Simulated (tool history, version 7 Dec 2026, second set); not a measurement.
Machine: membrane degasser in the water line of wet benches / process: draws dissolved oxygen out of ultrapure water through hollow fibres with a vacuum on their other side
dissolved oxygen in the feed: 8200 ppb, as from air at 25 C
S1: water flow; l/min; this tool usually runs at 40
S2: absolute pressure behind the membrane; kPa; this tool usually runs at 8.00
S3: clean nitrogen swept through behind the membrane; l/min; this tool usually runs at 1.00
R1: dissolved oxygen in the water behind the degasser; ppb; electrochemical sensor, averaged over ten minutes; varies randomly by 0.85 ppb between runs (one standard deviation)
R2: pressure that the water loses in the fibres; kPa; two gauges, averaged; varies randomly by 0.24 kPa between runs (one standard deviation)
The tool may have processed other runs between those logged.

Run 1, day 0.000: usual settings. Result: R1 382.8 ppb, R2 63.56 kPa.
Run 2, day 5.850: usual settings. Result: R1 383.6 ppb, R2 63.69 kPa.
Run 3, day 10.262: usual settings. Result: R1 382.8 ppb, R2 63.59 kPa.
Run 4, day 15.183: usual settings. Result: R1 383.5 ppb, R2 63.43 kPa.
Run 5, day 20.458: usual settings. Result: R1 384.1 ppb, R2 62.97 kPa.
Run 6, day 28.146: usual settings but S3 1.66 l/min. Result: R1 258.4 ppb, R2 62.93 kPa.
Run 7, day 35.908: usual settings but S3 1.66 l/min. Result: R1 258.0 ppb, R2 63.80 kPa.
Run 8, day 41.158: usual settings. Result: R1 381.1 ppb, R2 63.17 kPa.
Run 9, day 48.675: usual settings. Result: R1 383.7 ppb, R2 63.19 kPa.
Run 10, day 53.612: usual settings but S1 26 l/min. Result: R1 263.0 ppb, R2 40.96 kPa.
Run 11, day 59.175: usual settings. Result: R1 382.2 ppb, R2 62.80 kPa.
Run 12, day 63.508: usual settings. Result: R1 383.3 ppb, R2 62.54 kPa.
At day 68.875: vacuum gauge calibrated.
Run 13, day 70.283: usual settings. Result: R1 383.5 ppb, R2 62.28 kPa.
Run 14, day 78.350: usual settings. Result: R1 381.2 ppb, R2 62.32 kPa.
Run 15, day 85.671: usual settings. Result: R1 382.8 ppb, R2 62.02 kPa.
Run 16, day 91.254: usual settings. Result: R1 381.8 ppb, R2 62.40 kPa.
Run 17, day 95.512: usual settings but S1 44 l/min. Result: R1 418.0 ppb, R2 68.77 kPa.
Run 18, day 98.862: usual settings but S1 51 l/min, S2 6.56 kPa, S3 2.08 l/min. Result: R1 215.7 ppb, R2 79.45 kPa.
Run 19, day 106.283: usual settings but S1 49 l/min, S3 2.47 l/min. Result: R1 241.2 ppb, R2 76.14 kPa.
Run 20, day 111.738: usual settings but S2 5.56 kPa, S3 0.67 l/min. Result: R1 262.9 ppb, R2 62.33 kPa.
At day 114.271: gauge calibrated.
Run 21, day 115.729: usual settings but S1 38 l/min, S2 6.84 kPa, S3 0.56 l/min. Result: R1 427.2 ppb, R2 60.16 kPa.
Run 22, day 121.346: usual settings but S1 25 l/min, S2 18.02 kPa. Result: R1 738.3 ppb, R2 39.88 kPa.
Run 23, day 128.088: usual settings but S1 25 l/min, S2 18.02 kPa. Result: R1 741.2 ppb, R2 39.74 kPa.
Run 24, day 131.442: usual settings but S1 28 l/min, S2 16.41 kPa, S3 2.46 l/min. Result: R1 341.5 ppb, R2 44.59 kPa.
Run 25, day 134.962: usual settings but S2 5.76 kPa, S3 0.74 l/min. Result: R1 264.4 ppb, R2 62.92 kPa.
Run 26, day 140.867: usual settings but S2 5.76 kPa, S3 0.74 l/min. Result: R1 265.3 ppb, R2 63.63 kPa.
Run 27, day 148.029: usual settings but S2 5.76 kPa, S3 0.74 l/min. Result: R1 264.9 ppb, R2 63.12 kPa.
Run 28, day 153.621: usual settings but S2 15.09 kPa, S3 1.46 l/min. Result: R1 658.5 ppb, R2 63.07 kPa.
Run 29, day 156.988: usual settings but S1 34 l/min, S3 1.05 l/min. Result: R1 318.7 ppb, R2 53.38 kPa.
Run 30, day 164.717: usual settings but S1 34 l/min, S3 1.05 l/min. Result: R1 318.7 ppb, R2 53.20 kPa.
Run 31, day 168.850: usual settings but S1 41 l/min, S2 15.11 kPa. Result: R1 902.4 ppb, R2 64.76 kPa.
Run 32, day 175.788: usual settings but S1 41 l/min, S2 15.11 kPa. Result: R1 900.0 ppb, R2 64.25 kPa.
Run 33, day 180.433: usual settings but S1 41 l/min, S2 18.97 kPa, S3 1.14 l/min. Result: R1 1048.9 ppb, R2 64.06 kPa.

Each row is a separate what-if for the run after 33, all from the same tool condition, not one after another. Results?
At day 187.188: seals of the vacuum lines changed.
Run A, day 187.188: usual settings but S2 8.73 kPa. Result: R1 ?, R2 ?.
At day 187.188: seals of the vacuum lines changed.
Run B, day 187.188: usual settings but S1 41 l/min, S2 6.42 kPa, S3 1.49 l/min. Result: R1 ?, R2 ?.
At day 187.188: seals of the vacuum lines changed.
Run C, day 187.188: usual settings but S2 18.30 kPa. Result: R1 ?, R2 ?.

run      R1     R2
  A   436.2  62.66
  B   200.0  63.59
  C  1092.6  62.53
Had the tool no hidden state, the same runs would have come out as:
run      R1     R2
  A   436.1  63.68
  B   199.9  64.63
  C  1092.5  63.55

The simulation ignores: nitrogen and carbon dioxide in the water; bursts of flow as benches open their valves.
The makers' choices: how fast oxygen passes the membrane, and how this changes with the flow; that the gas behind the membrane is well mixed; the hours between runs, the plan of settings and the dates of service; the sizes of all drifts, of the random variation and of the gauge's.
